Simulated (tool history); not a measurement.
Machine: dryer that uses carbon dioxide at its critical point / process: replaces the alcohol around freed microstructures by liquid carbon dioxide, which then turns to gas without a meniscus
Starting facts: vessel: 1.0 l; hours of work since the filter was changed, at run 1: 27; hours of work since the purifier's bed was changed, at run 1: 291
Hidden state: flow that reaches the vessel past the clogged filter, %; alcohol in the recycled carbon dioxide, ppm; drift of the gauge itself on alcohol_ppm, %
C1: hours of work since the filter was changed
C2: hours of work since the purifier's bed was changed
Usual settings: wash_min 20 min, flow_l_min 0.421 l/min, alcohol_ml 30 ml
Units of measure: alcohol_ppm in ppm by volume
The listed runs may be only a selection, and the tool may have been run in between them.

Run 1, day 0.000: usual settings; C1 27; C2 291. Result: alcohol_ppm 32 ppm by volume.
Run 2, day 0.379: usual settings but alcohol_ml 48 ml; C1 33; C2 298. Result: alcohol_ppm 51 ppm by volume.
Run 3, day 0.712: usual settings but alcohol_ml 48 ml; C1 39; C2 303. Result: alcohol_ppm 57 ppm by volume.
Run 4, day 1.192: usual settings but alcohol_ml 48 ml; C1 47; C2 312. Result: alcohol_ppm 52 ppm by volume.
Run 5, day 1.579: usual settings but alcohol_ml 48 ml; C1 54; C2 318. Result: alcohol_ppm 53 ppm by volume.
Run 6, day 2.062: usual settings but alcohol_ml 48 ml; C1 62; C2 327. Result: alcohol_ppm 48 ppm by volume.
Run 7, day 2.600: usual settings but alcohol_ml 73 ml; C1 72; C2 336. Result: alcohol_ppm 61 ppm by volume.
Run 8, day 3.096: usual settings but alcohol_ml 73 ml; C1 80; C2 345. Result: alcohol_ppm 78 ppm by volume.
Run 9, day 3.354: usual settings; C1 85; C2 349. Result: alcohol_ppm 47 ppm by volume.
Run 10, day 3.854: usual settings; C1 93; C2 358. Result: alcohol_ppm 52 ppm by volume.
Run 11, day 4.254: usual settings; C1 100; C2 365. Result: alcohol_ppm 44 ppm by volume.
Run 12, day 4.762: usual settings; C1 109; C2 373. Result: alcohol_ppm 47 ppm by volume.
Run 13, day 5.275: usual settings; C1 118; C2 382. Result: alcohol_ppm 57 ppm by volume.
Run 14, day 5.596: usual settings but wash_min 22 min; C1 123; C2 388. Result: alcohol_ppm 42 ppm by volume.
Run 15, day 5.933: usual settings but wash_min 22 min; C1 129; C2 394. Result: alcohol_ppm 48 ppm by volume.
Run 16, day 6.204: usual settings but wash_min 22 min; C1 134; C2 398. Result: alcohol_ppm 40 ppm by volume.
Run 17, day 6.625: usual settings but wash_min 22 min; C1 141; C2 405. Result: alcohol_ppm 37 ppm by volume.
Run 18, day 6.904: usual settings; C1 146; C2 410. Result: alcohol_ppm 52 ppm by volume.
Run 19, day 7.150: usual settings; C1 150; C2 415. Result: alcohol_ppm 64 ppm by volume.
Run 20, day 7.562: usual settings; C1 157; C2 422. Result: alcohol_ppm 64 ppm by volume.
Run 21, day 7.792: usual settings but wash_min 17 min, alcohol_ml 23 ml; C1 161; C2 426. Result: alcohol_ppm 93 ppm by volume.
Run 22, day 8.258: usual settings but wash_min 16 min, flow_l_min 0.259 l/min, alcohol_ml 72 ml; C1 169; C2 434. Result: alcohol_ppm 2595 ppm by volume.
Run 23, day 8.704: usual settings but wash_min 29 min, flow_l_min 0.401 l/min, alcohol_ml 40 ml; C1 177; C2 441. Result: alcohol_ppm 40 ppm by volume.
Run 24, day 9.083: usual settings but wash_min 23 min, flow_l_min 0.303 l/min, alcohol_ml 57 ml; C1 183; C2 448. Result: alcohol_ppm 266 ppm by volume.
Run 25, day 9.458: usual settings but wash_min 23 min, flow_l_min 0.303 l/min, alcohol_ml 57 ml; C1 190; C2 454. Result: alcohol_ppm 272 ppm by volume.
Run 26, day 9.742: usual settings but flow_l_min 0.609 l/min, alcohol_ml 44 ml; C1 195; C2 459. Result: alcohol_ppm 32 ppm by volume.
Run 27, day 10.192: usual settings but flow_l_min 0.609 l/min, alcohol_ml 44 ml; C1 203; C2 467. Result: alcohol_ppm 36 ppm by volume.
Run 28, day 10.546: usual settings but flow_l_min 0.307 l/min, alcohol_ml 46 ml; C1 209; C2 473. Result: alcohol_ppm 426 ppm by volume.
Run 29, day 10.804: usual settings but wash_min 28 min, flow_l_min 0.295 l/min, alcohol_ml 27 ml; C1 213; C2 478. Result: alcohol_ppm 84 ppm by volume.
Run 30, day 11.175: usual settings but flow_l_min 0.399 l/min, alcohol_ml 116 ml; C1 220; C2 484. Result: alcohol_ppm 283 ppm by volume.
At day 11.588: inlet filter changed.
Run 31, day 11.738: usual settings but wash_min 32 min, alcohol_ml 106 ml; C1 3; C2 493. Result: alcohol_ppm 29 ppm by volume.
Run 32, day 12.229: usual settings but wash_min 22 min, flow_l_min 0.458 l/min, alcohol_ml 76 ml; C1 11; C2 501. Result: alcohol_ppm 50 ppm by volume.
Run 33, day 12.575: usual settings but wash_min 22 min, flow_l_min 0.458 l/min, alcohol_ml 76 ml; C1 17; C2 507. Result: alcohol_ppm 45 ppm by volume.
Run 34, day 12.833: usual settings but wash_min 24 min, flow_l_min 0.429 l/min, alcohol_ml 49 ml; C1 22; C2 512. Result: alcohol_ppm 45 ppm by volume.
Run 35, day 13.083: usual settings but wash_min 24 min, flow_l_min 0.429 l/min, alcohol_ml 49 ml; C1 26; C2 516. Result: alcohol_ppm 42 ppm by volume.
Run 36, day 13.621: usual settings but wash_min 18 min, flow_l_min 0.372 l/min, alcohol_ml 40 ml; C1 35; C2 525. Result: alcohol_ppm 124 ppm by volume.
Run 37, day 13.917: usual settings but flow_l_min 0.661 l/min, alcohol_ml 111 ml; C1 40; C2 531. Result: alcohol_ppm 41 ppm by volume.
Run 38, day 14.179: usual settings but wash_min 17 min, flow_l_min 0.509 l/min; C1 45; C2 535. Result: alcohol_ppm 46 ppm by volume.
Run 39, day 14.621: usual settings but wash_min 29 min, flow_l_min 0.402 l/min; C1 52; C2 543. Result: alcohol_ppm 42 ppm by volume.
Run 40, day 15.075: usual settings but wash_min 15 min, alcohol_ml 90 ml; C1 60; C2 551. Result: alcohol_ppm 369 ppm by volume.

Results for each run, recomputed without the tool's hidden state and with each run's random variation untouched:
run  alcohol_ppm
  1           10
  2           27
  3           32
  4           26
  5           25
  6           18
  7           24
  8           37
  9           17
 10           20
 11           11
 12           12
 13           20
 14           10
 15           15
 16            7
 17            2
 18           10
 19           21
 20           20
 21           29
 22         1557
 23            9
 24          102
 25          100
 26            2
 27            3
 28          167
 29           21
 30           80
 31            0
 32           18
 33           12
 34           12
 35            8
 36           74
 37            8
 38            8
 39            8
 40          250
